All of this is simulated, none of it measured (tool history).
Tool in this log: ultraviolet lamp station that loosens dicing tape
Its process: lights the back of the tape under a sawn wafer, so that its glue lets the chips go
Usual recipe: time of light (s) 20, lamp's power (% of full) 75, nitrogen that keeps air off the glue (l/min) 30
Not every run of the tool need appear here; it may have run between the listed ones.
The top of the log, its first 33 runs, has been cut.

run	hour	time of light (s)	lamp's power (% of full)	nitrogen that keeps air off the glue (l/min)	hours of work of the lamp	hours of work since the window was cleaned	force that peels the tape off (N)	light that reached the tape (mJ/cm²)
34	309.6	15	66	30	557	83	1.371	231
35	316.9	24	73	25	561	88	0.629	415
36	323.7	28	73	25	566	92	0.482	480
37	332.6	11	99	26	572	98	1.323	258
38	339.9	20	75	19	576	103	0.906	354
39	351.0	25	99	19	584	110	0.370	586
40	358.1	25	99	19	588	115	0.368	588
41	369.5	20	90	15	596	122	0.719	427

Branching from run 41: 5 alternative next runs. What would each branch give?
A	376.9	20	60	23	601	127	?	?
B	376.9	20	79	60	601	127	?	?
C	376.9	26	90	13	601	127	?	?
D	376.9	20	90	9	601	127	?	?
E	376.9	32	90	28	601	127	?	?

run	force that peels the tape off (N)	light that reached the tape (mJ/cm²)
A	1.224	286
B	0.556	375
C	0.491	554
D	0.896	428
E	0.241	686
Take away the tool's hidden state, keep each run's random variation, and the runs would have read:
run	force that peels the tape off (N)	light that reached the tape (mJ/cm²)
A	1.221	286
B	0.554	375
C	0.489	555
D	0.893	429
E	0.240	687

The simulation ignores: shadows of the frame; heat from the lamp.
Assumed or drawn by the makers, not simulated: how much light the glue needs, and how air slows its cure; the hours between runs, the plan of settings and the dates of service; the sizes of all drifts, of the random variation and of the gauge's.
